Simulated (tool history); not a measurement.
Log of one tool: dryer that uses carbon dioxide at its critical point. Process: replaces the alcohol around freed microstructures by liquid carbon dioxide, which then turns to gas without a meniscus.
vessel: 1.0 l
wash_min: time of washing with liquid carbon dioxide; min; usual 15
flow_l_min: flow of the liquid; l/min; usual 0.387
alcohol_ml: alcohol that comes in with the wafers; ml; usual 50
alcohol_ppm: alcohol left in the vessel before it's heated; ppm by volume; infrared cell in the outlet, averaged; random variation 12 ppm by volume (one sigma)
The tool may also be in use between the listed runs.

run    hour  wash_min  flow_l_min  alcohol_ml  alcohol_ppm
  1     0.0        15       0.387          50          886
  2    43.2        15       0.387          50          856
  3    77.1        15       0.253          50         3523
  4    95.3        15       0.253          50         3689
  5   114.3        15       0.253          50         3593
  6   141.2        15       0.253          50         3736
  7   166.9        14       0.253          50         4455
  8   193.6        14       0.253          50         4320
  9   226.2        15       0.387          50          968
 10   263.0        15       0.387          50          975
 11   289.5        15       0.387          36          766
 12   321.7        15       0.387          50          990
 13   351.2        15       0.299          50         2364
 14   379.0        15       0.235          50         4933
 15   403.1        15       0.235          50         4859
 16   429.0        15       0.387          50         1075
 17   461.7        10       0.387          50         3565
 18   487.5        12       0.387          50         2147
 19   520.9        12       0.387          50         2255
 20   544.4        12       0.403          20          884
 21   584.5        13       0.313          44         3054
 22   629.5        13       0.266          50         5230
 23   652.5        13       0.266          50         5267
 24   672.6        13       0.266          50         5366
 25   696.0        13       0.658          29          269
 26   731.3        15       0.249          43         3967
 27   773.4        11       0.465          36         1343
 28   798.1        11       0.465          36         1330
 29   829.8        18       0.234          46         3299
 30   871.2        18       0.251          46         2866
 31   889.9        18       0.251          46         2773
 32   918.1        23       0.387          87          467
      934.0  -- inlet filter changed
 33   942.0        21       0.387          88          427
 34   986.1        10       0.373          35         2582
 35  1014.1        17       0.387          55          701
 36  1038.8        16       0.258          66         3980
 37  1075.5        16       0.258          66         4018

Measured less the same run without the tool's hidden state. The same run-to-run variation is in both; the gauge's scatter may not be:
The hidden state here: flow that reaches the vessel past the clogged filter, %; alcohol in the recycled carbon dioxide, ppm; drift of the gauge itself on alcohol_ppm, %.
run  alcohol_ppm
  1         +145
  2         +157
  3         +240
  4         +273
  5         +285
  6         +322
  7         +376
  8         +396
  9         +242
 10         +254
 11         +238
 12         +280
 13         +429
 14         +667
 15         +686
 16         +338
 17         +642
 18         +509
 19         +557
 20         +309
 21         +690
 22         +998
 23        +1035
 24        +1081
 25         +216
 26         +936
 27         +517
 28         +523
 29         +959
 30         +930
 31         +914
 32         +331
 33         +209
 34         +289
 35         +244
 36         +424
 37         +468
